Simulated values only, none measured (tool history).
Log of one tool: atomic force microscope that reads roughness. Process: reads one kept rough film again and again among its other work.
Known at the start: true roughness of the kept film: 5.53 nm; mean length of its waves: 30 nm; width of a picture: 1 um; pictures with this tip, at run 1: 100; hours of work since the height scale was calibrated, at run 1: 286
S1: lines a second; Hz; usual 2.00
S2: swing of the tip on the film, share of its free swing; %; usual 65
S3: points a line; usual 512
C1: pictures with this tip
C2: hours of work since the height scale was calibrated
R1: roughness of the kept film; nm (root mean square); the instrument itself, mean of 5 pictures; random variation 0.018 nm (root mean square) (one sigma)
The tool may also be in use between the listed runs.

run     day    S1  S2   S3   C1   C2     R1
  1   0.000  2.00  65  512  100  286  3.667
      1.504  -- new tip fitted
  2   3.367  2.00  65  512   57  335  4.032
      6.167  -- new tip fitted
  3   6.746  0.71  65  512   17  385  4.421
  4   8.612  0.71  65  512   75  412  3.995
  5  10.158  0.71  65  512  123  435  3.677
     11.029  -- new tip fitted
  6  13.033  0.71  65  512   63  477  4.048
  7  15.300  2.00  65  512  133  511  3.494
     15.817  -- new tip fitted
  8  18.233  2.00  65  512   75  554  3.795
  9  20.442  2.00  65  512  143  586  3.444
     20.608  -- new tip fitted
 10  23.671  2.00  65  512   95  633  3.723
     25.471  -- new tip fitted
 11  25.471  2.00  65  512    0  660  4.455
 12  26.967  0.55  65  528   46  682  4.150
 13  29.129  2.00  83  345  113  713  3.335
     30.233  -- new tip fitted
 14  32.204  1.82  75  833   61  758  3.859
 15  34.179  1.06  59  285  122  788  3.611
     34.954  -- new tip fitted
 16  36.196  1.22  68  887   39  817  4.156
 17  38.079  2.00  65  446   97  845  3.680
     39.725  -- new tip fitted
 18  39.975  3.24  77  823    8  872  4.068
 19  42.754  1.05  77  791   94  913  3.781
     44.433  -- new tip fitted
 20  45.458  1.05  77  791   32  953  4.112
 21  48.042  3.15  65  512  112  991  3.471

5 ways to go on from here, each from the tool as it stands after run 21. What would each give?
     49.188  -- new tip fitted
  A  50.021  2.94  61  297  26  1020   ?
     49.188  -- new tip fitted
  B  50.021  0.55  55  283  26  1020   ?
     49.188  -- new tip fitted
  C  50.021  1.56  76  496  26  1020   ?
     49.188  -- new tip fitted
  D  50.021  3.15  58  512  26  1020   ?
     49.188  -- new tip fitted
  E  50.021  3.15  65  387  26  1020   ?

run     R1
  A  4.138
  B  4.293
  C  4.119
  D  4.195
  E  4.079
Without the tool's hidden state the same runs would have given:
run     R1
  A  4.462
  B  4.629
  C  4.441
  D  4.523
  E  4.399
